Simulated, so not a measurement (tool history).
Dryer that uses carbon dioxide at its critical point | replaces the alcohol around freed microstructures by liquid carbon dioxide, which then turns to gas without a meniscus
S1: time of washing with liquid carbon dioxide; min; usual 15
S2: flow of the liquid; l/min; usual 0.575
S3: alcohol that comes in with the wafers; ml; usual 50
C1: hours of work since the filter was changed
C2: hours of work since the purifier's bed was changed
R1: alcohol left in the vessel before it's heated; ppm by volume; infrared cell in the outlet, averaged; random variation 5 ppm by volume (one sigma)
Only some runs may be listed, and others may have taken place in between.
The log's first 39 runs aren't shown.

{"run": 40, "hour": 1385.8, "S1": 11, "S2": 0.852, "S3": 29, "C1": 36, "C2": 614, "R1": 184}
{"run": 41, "hour": 1410.7, "S1": 15, "S2": 0.448, "S3": 31, "C1": 54, "C2": 632, "R1": 259}
{"run": 42, "hour": 1440.3, "S1": 15, "S2": 0.448, "S3": 31, "C1": 74, "C2": 652, "R1": 270}
{"run": 43, "hour": 1463.0, "S1": 15, "S2": 0.448, "S3": 31, "C1": 90, "C2": 668, "R1": 260}
{"run": 44, "hour": 1486.4, "S1": 15, "S2": 0.511, "S3": 25, "C1": 106, "C2": 684, "R1": 234}
{"run": 45, "hour": 1518.8, "S1": 22, "S2": 0.39, "S3": 61, "C1": 129, "C2": 707, "R1": 242}
{"run": 46, "hour": 1538.8, "S1": 21, "S2": 0.77, "S3": 21, "C1": 142, "C2": 720, "R1": 228}
{"run": 47, "hour": 1585.9, "S1": 21, "S2": 0.77, "S3": 21, "C1": 175, "C2": 753, "R1": 232}
{"run": 48, "hour": 1624.6, "S1": 10, "S2": 0.368, "S3": 50, "C1": 202, "C2": 780, "R1": 2194}

What if the next run were any one of these 3? Each begins from the tool's condition after run 48:
{"run": "A", "hour": 1664.3, "S1": 15, "S2": 0.575, "S3": 65, "C1": 229, "C2": 807, "R1": "?"}
{"run": "B", "hour": 1664.3, "S1": 9, "S2": 0.766, "S3": 26, "C1": 229, "C2": 807, "R1": "?"}
{"run": "C", "hour": 1664.3, "S1": 16, "S2": 0.575, "S3": 38, "C1": 229, "C2": 807, "R1": "?"}

run=A R1=274
run=B R1=289
run=C R1=256
What these runs would have given with no unlogged condition in the tool:
run=A R1=18
run=B R1=43
run=C R1=14
